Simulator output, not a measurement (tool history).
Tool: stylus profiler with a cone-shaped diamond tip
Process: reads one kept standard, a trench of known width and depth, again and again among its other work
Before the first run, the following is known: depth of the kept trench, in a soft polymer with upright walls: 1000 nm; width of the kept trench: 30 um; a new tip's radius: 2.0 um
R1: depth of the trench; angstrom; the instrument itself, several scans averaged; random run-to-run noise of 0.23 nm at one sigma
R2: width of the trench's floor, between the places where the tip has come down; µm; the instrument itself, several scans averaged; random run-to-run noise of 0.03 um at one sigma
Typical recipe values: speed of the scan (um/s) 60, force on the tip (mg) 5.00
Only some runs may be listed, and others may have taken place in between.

Run 1, hour 0.0: usual settings. Result: R1 10136.1 angstrom, R2 26.40 µm.
Run 2, hour 41.4: usual settings. Result: R1 10137.7 angstrom, R2 26.48 µm.
Run 3, hour 73.0: usual settings but speed of the scan (um/s) 179. Result: R1 10138.0 angstrom, R2 26.27 µm.
Run 4, hour 108.5: usual settings but speed of the scan (um/s) 179. Result: R1 10135.7 angstrom, R2 26.33 µm.
Run 5, hour 161.0: usual settings but speed of the scan (um/s) 179. Result: R1 10136.0 angstrom, R2 26.24 µm.
Run 6, hour 216.9: usual settings but speed of the scan (um/s) 179. Result: R1 10135.6 angstrom, R2 26.26 µm.
Run 7, hour 249.2: usual settings but speed of the scan (um/s) 38. Result: R1 10133.7 angstrom, R2 26.50 µm.
Run 8, hour 294.6: usual settings but speed of the scan (um/s) 38. Result: R1 10140.8 angstrom, R2 26.48 µm.
Run 9, hour 318.4: usual settings but force on the tip (mg) 3.12. Result: R1 10095.0 angstrom, R2 26.42 µm.
Run 10, hour 351.2: usual settings. Result: R1 10135.6 angstrom, R2 26.41 µm.
Run 11, hour 380.1: usual settings. Result: R1 10135.8 angstrom, R2 26.45 µm.
Run 12, hour 412.6: usual settings. Result: R1 10136.4 angstrom, R2 26.45 µm.
Run 13, hour 469.3: usual settings. Result: R1 10138.7 angstrom, R2 26.46 µm.
Run 14, hour 523.4: usual settings. Result: R1 10136.6 angstrom, R2 26.46 µm.
Run 15, hour 550.3: usual settings. Result: R1 10137.3 angstrom, R2 26.45 µm.
Run 16, hour 593.1: usual settings. Result: R1 10137.7 angstrom, R2 26.41 µm.
Run 17, hour 636.1: usual settings but force on the tip (mg) 2.65. Result: R1 10090.2 angstrom, R2 26.47 µm.
Run 18, hour 679.9: usual settings but force on the tip (mg) 2.65. Result: R1 10089.1 angstrom, R2 26.46 µm.
Run 19, hour 723.6: usual settings but force on the tip (mg) 2.65. Result: R1 10088.3 angstrom, R2 26.48 µm.
Run 20, hour 750.3: usual settings but force on the tip (mg) 13.89. Result: R1 10274.3 angstrom, R2 26.50 µm.
Run 21, hour 790.4: usual settings but force on the tip (mg) 3.20. Result: R1 10100.0 angstrom, R2 26.47 µm.
Run 22, hour 823.5: usual settings but force on the tip (mg) 3.20. Result: R1 10103.3 angstrom, R2 26.45 µm.
Run 23, hour 868.8: usual settings but force on the tip (mg) 3.20. Result: R1 10102.9 angstrom, R2 26.45 µm.
Run 24, hour 910.8: usual settings but force on the tip (mg) 10.81. Result: R1 10231.7 angstrom, R2 26.48 µm.
Run 25, hour 945.0: usual settings but force on the tip (mg) 10.81. Result: R1 10224.7 angstrom, R2 26.46 µm.
Run 26, hour 999.4: usual settings but force on the tip (mg) 10.81. Result: R1 10229.4 angstrom, R2 26.48 µm.
Run 27, hour 1041.4: usual settings but speed of the scan (um/s) 193, force on the tip (mg) 1.90. Result: R1 10068.1 angstrom, R2 26.12 µm.
Run 28, hour 1097.3: usual settings but speed of the scan (um/s) 193, force on the tip (mg) 1.85. Result: R1 10065.7 angstrom, R2 26.13 µm.
Run 29, hour 1131.2: usual settings but speed of the scan (um/s) 83, force on the tip (mg) 10.19. Result: R1 10222.4 angstrom, R2 26.47 µm.
Run 30, hour 1183.0: usual settings but speed of the scan (um/s) 83, force on the tip (mg) 10.19. Result: R1 10222.1 angstrom, R2 26.43 µm.
Run 31, hour 1217.9: usual settings but speed of the scan (um/s) 30, force on the tip (mg) 3.94. Result: R1 10116.8 angstrom, R2 26.49 µm.
Run 32, hour 1254.9: usual settings but speed of the scan (um/s) 25, force on the tip (mg) 2.88. Result: R1 10094.2 angstrom, R2 26.46 µm.
Run 33, hour 1289.0: usual settings but force on the tip (mg) 5.06. Result: R1 10138.6 angstrom, R2 26.49 µm.
Run 34, hour 1323.4: usual settings but speed of the scan (um/s) 22, force on the tip (mg) 5.11. Result: R1 10138.0 angstrom, R2 26.48 µm.
Run 35, hour 1354.9: usual settings but speed of the scan (um/s) 22, force on the tip (mg) 5.11. Result: R1 10137.3 angstrom, R2 26.48 µm.
Run 36, hour 1407.7: usual settings but speed of the scan (um/s) 22, force on the tip (mg) 5.11. Result: R1 10136.2 angstrom, R2 26.53 µm.
Run 37, hour 1458.2: usual settings but speed of the scan (um/s) 22, force on the tip (mg) 5.11. Result: R1 10137.7 angstrom, R2 26.47 µm.
Run 38, hour 1489.4: usual settings but speed of the scan (um/s) 78, force on the tip (mg) 2.19. Result: R1 10081.7 angstrom, R2 26.41 µm.
Run 39, hour 1527.6: usual settings but speed of the scan (um/s) 39. Result: R1 10137.7 angstrom, R2 26.50 µm.
Run 40, hour 1572.0: usual settings but speed of the scan (um/s) 39. Result: R1 10133.8 angstrom, R2 26.43 µm.
Run 41, hour 1608.5: usual settings but speed of the scan (um/s) 91, force on the tip (mg) 9.81. Result: R1 10217.1 angstrom, R2 26.47 µm.
Run 42, hour 1636.3: usual settings but speed of the scan (um/s) 31. Result: R1 10135.6 angstrom, R2 26.53 µm.
Run 43, hour 1693.4: usual settings but speed of the scan (um/s) 48, force on the tip (mg) 2.49. Result: R1 10082.0 angstrom, R2 26.49 µm.
Run 44, hour 1726.9: usual settings but speed of the scan (um/s) 48, force on the tip (mg) 2.49. Result: R1 10081.8 angstrom, R2 26.39 µm.
Run 45, hour 1758.6: usual settings but speed of the scan (um/s) 192, force on the tip (mg) 10.01. Result: R1 10215.3 angstrom, R2 26.35 µm.
Run 46, hour 1805.4: usual settings but speed of the scan (um/s) 192, force on the tip (mg) 3.17. Result: R1 10105.7 angstrom, R2 26.22 µm.

Withheld: 1 entry from between the runs. Position of each, and hidden state at the listed run before versus the listed run after:
Run 42 -> run 43: height scale calibrated on a step standard (hour 1677.2)
  height scale over the true one, %: -0.002 -> 0
